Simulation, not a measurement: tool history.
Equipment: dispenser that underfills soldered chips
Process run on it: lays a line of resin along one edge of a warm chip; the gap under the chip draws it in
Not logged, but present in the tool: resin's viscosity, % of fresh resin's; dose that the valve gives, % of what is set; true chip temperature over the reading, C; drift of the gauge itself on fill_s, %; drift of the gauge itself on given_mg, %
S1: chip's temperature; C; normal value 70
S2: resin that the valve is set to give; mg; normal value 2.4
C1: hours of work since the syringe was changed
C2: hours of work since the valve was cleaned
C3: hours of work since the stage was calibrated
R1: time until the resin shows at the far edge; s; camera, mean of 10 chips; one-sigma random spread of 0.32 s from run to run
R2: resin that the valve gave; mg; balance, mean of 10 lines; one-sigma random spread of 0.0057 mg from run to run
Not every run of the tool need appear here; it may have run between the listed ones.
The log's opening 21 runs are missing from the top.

At hour 177.7: new syringe of resin.
Run 22, hour 177.9: usual settings but S1 68 C, S2 2.85 mg; C1 0; C2 83; C3 363. Result: R1 14.1 s, R2 2.777 mg.
Run 23, hour 185.2: usual settings but S1 62 C, S2 2.74 mg; C1 5; C2 87; C3 368. Result: R1 23.5 s, R2 2.677 mg.
Run 24, hour 191.4: usual settings but S1 62 C, S2 2.74 mg; C1 9; C2 91; C3 372. Result: R1 26.9 s, R2 2.664 mg.
At hour 195: new syringe of resin.
Run 25, hour 199: usual settings but S1 81 C, S2 2.71 mg; C1 3; C2 96; C3 377. Result: R1 8.2 s, R2 2.633 mg.
Run 26, hour 204.4: usual settings but S1 81 C, S2 2.71 mg; C1 6; C2 100; C3 380. Result: R1 8.2 s, R2 2.627 mg.
At hour 212.2: new syringe of resin.
Run 27, hour 215.6: usual settings but S1 82 C, S2 2.5 mg; C1 2; C2 107; C3 387. Result: R1 7.3 s, R2 2.43 mg.
Run 28, hour 223.8: usual settings but S1 74 C, S2 3.07 mg; C1 7; C2 112; C3 392. Result: R1 12.4 s, R2 2.955 mg.
At hour 229.8: new syringe of resin.
Run 29, hour 234.2: usual settings but S2 2.13 mg; C1 3; C2 119; C3 399. Result: R1 14.1 s, R2 2.052 mg.
Run 30, hour 240.4: usual settings but S1 80 C, S2 2.82 mg; C1 7; C2 123; C3 403. Result: R1 8.8 s, R2 2.71 mg.
At hour 247.1: new syringe of resin.
Run 31, hour 250.5: usual settings but S1 80 C, S2 3.06 mg; C1 2; C2 129; C3 409. Result: R1 7.8 s, R2 2.931 mg.
Run 32, hour 260.7: usual settings but S1 80 C, S2 3.06 mg; C1 9; C2 136; C3 416. Result: R1 10.1 s, R2 2.928 mg.
At hour 263.8: dispensing valve cleaned and set on the balance.
At hour 265.3: new syringe of resin.
Run 33, hour 270.4: usual settings but S1 61 C, S2 2.21 mg; C1 3; C2 4; C3 421. Result: R1 23.4 s, R2 2.198 mg.
Run 34, hour 280.9: usual settings but S1 57 C, S2 2.08 mg; C1 10; C2 11; C3 428. Result: R1 38.3 s, R2 2.058 mg.
At hour 282.5: new syringe of resin.
Run 35, hour 286.6: usual settings but S2 2.63 mg; C1 3; C2 14; C3 432. Result: R1 14.2 s, R2 2.603 mg.

Forecast each of these 3 alternatives for the next run:
Run A, hour 293.3: usual settings but S1 62 C, S2 2.05 mg; C1 7; C2 19; C3 436. Result: R1 ?, R2 ?.
Run B, hour 293.3: usual settings but S1 77 C, S2 2.84 mg; C1 7; C2 19; C3 436. Result: R1 ?, R2 ?.
Run C, hour 293.3: usual settings but S1 59 C, S2 2.98 mg; C1 7; C2 19; C3 436. Result: R1 ?, R2 ?.

run    R1     R2
  A  25.1  2.022
  B  10.8  2.799
  C  29.9  2.939
Without the tool's unlogged condition, the same runs would have read:
run    R1     R2
  A  18.5  2.047
  B     8  2.834
  C  22.3  2.975
